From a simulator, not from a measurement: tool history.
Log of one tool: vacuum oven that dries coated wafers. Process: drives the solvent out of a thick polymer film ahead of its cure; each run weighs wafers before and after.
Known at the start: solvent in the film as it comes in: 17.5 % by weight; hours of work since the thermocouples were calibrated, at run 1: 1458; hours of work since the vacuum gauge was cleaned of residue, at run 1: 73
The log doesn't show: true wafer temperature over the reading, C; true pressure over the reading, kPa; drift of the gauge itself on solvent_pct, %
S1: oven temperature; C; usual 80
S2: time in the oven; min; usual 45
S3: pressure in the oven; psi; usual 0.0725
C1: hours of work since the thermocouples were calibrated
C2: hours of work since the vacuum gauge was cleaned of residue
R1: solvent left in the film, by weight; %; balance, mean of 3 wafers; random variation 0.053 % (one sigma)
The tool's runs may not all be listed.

run   hour  S1  S2      S3    C1   C2    R1
  1    0.0  80  45  0.0725  1458   73  2.07
  2   12.6  80  45  0.0725  1464   80  2.02
  3   22.7  78  45  0.0725  1470   85  2.45
  4   39.8  78  45  0.0725  1479   94  2.42
  5   60.7  80  45  0.2180  1490  106  2.55
  6   72.4  80  45  0.0725  1497  112  2.08
  7   91.9  80  45  0.0725  1507  122  2.06
  8  106.3  80  45  0.0725  1515  130  2.09
  9  128.3  80  45  0.0725  1527  142  2.13
 10  141.1  80  45  0.0725  1534  149  2.11
 11  151.4  90  45  0.0725  1540  155  0.87
 12  171.8  86  45  0.0725  1551  166  1.17
 13  181.7  72  31  0.0944  1556  171  5.67
 14  199.0  92  32  0.0772  1565  181  1.60
 15  219.0  92  32  0.0772  1576  191  1.46
 16  241.7  92  32  0.0772  1589  204  1.56
     253.9  -- oven's thermocouples calibrated
 17  266.3  89  45  0.0647     7  216  0.72
 18  279.0  66  76  0.1494    14  223  2.66
 19  300.6  66  76  0.1494    25  235  2.65
 20  318.1  81  26  0.0725    35  244  3.94

Hidden state or all else? Some run-to-run changes of R1, split into what the settings, what came in and random variation would give without the hidden state, and what is left for the hidden state (with any gauge scatter that isn't in both results):
Run 12 -> 13: S1 86 -> 72, S2 45 -> 31, S3 0.0725 -> 0.0944. R1 +4.50 %: hidden state +0.27, all else +4.23.
Run 13 -> 14: S1 72 -> 92, S2 31 -> 32, S3 0.0944 -> 0.0772. R1 -4.07 %: hidden state -0.24, all else -3.83.
Run 16 -> 17: S1 92 -> 89, S2 32 -> 45, S3 0.0772 -> 0.0647, oven's thermocouples calibrated. R1 -0.84 %: hidden state -0.28, all else -0.56.
